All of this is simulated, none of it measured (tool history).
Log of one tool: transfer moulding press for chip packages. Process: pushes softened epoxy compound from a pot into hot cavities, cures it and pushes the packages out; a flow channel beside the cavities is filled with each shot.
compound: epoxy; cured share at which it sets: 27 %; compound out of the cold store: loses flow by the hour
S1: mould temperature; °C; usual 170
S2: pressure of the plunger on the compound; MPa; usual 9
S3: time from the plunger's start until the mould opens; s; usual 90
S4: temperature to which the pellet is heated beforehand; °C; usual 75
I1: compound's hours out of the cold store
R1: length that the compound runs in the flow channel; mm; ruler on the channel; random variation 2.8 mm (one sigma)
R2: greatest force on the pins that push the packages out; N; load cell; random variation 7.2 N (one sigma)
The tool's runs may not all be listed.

run 1 hour=0 | S1=170 S2=9 S3=90 S4=75 | I1=32.2 | R1=823 R2=447
run 2 hour=7.9 | S1=170 S2=9 S3=90 S4=75 | I1=34.1 | R1=810 R2=489
run 3 hour=12.8 | S1=170 S2=9 S3=90 S4=75 | I1=35.4 | R1=796 R2=519
run 4 hour=23.1 | S1=170 S2=9 S3=90 S4=75 | I1=37.2 | R1=783 R2=559
run 5 hour=28.7 | S1=170 S2=9 S3=90 S4=75 | I1=45.1 | R1=741 R2=553
run 6 hour=35.8 | S1=170 S2=9 S3=90 S4=75 | I1=34.3 | R1=800 R2=583
run 7 hour=45.7 | S1=170 S2=9 S3=90 S4=75 | I1=27 | R1=841 R2=653
run 8 hour=54.1 | S1=170 S2=9 S3=90 S4=75 | I1=30 | R1=824 R2=609
run 9 hour=58.6 | S1=170 S2=9 S3=90 S4=75 | I1=41.5 | R1=766 R2=617
run 10 hour=63.9 | S1=170 S2=9 S3=90 S4=75 | I1=32.3 | R1=808 R2=653
run 11 hour=71.8 | S1=170 S2=9 S3=90 S4=75 | I1=11.4 | R1=933 R2=701
run 12 hour=79.5 | S1=172 S2=9 S3=90 S4=75 | I1=37.8 | R1=774 R2=574
-- hour=86.1 cavities cleaned with cleaning compound and waxed
run 13 hour=88.5 | S1=172 S2=9 S3=90 S4=75 | I1=39.7 | R1=767 R2=603
run 14 hour=97.3 | S1=170 S2=9 S3=90 S4=75 | I1=47.4 | R1=723 R2=645
run 15 hour=104.6 | S1=170 S2=9 S3=90 S4=75 | I1=13 | R1=925 R2=722
run 16 hour=110.3 | S1=170 S2=10.12 S3=115 S4=75 | I1=20.4 | R1=923 R2=437
run 17 hour=116.8 | S1=170 S2=9 S3=96 S4=81 | I1=16.7 | R1=902 R2=596
run 18 hour=126.7 | S1=170 S2=9 S3=96 S4=81 | I1=43.7 | R1=740 R2=544
run 19 hour=131.5 | S1=167 S2=10.34 S3=112 S4=75 | I1=39.8 | R1=822 R2=499
-- hour=135.3 cavities cleaned with cleaning compound and waxed, once more
run 20 hour=143.6 | S1=177 S2=7.05 S3=120 S4=78 | I1=33.3 | R1=696 R2=242
run 21 hour=149 | S1=175 S2=7.12 S3=90 S4=75 | I1=38.9 | R1=677 R2=327
run 22 hour=153.5 | S1=175 S2=7.12 S3=90 S4=75 | I1=18.5 | R1=778 R2=383

The next listed run, before its measurement:
run 23 hour=163.6 | S1=175 S2=7.12 S3=90 S4=75 | I1=12.8 | R1=? R2=?

Run 23 gave R1 808 mm, R2 427 N.
Without the tool's hidden state the same run would have given R1 828 mm, R2 250 N.
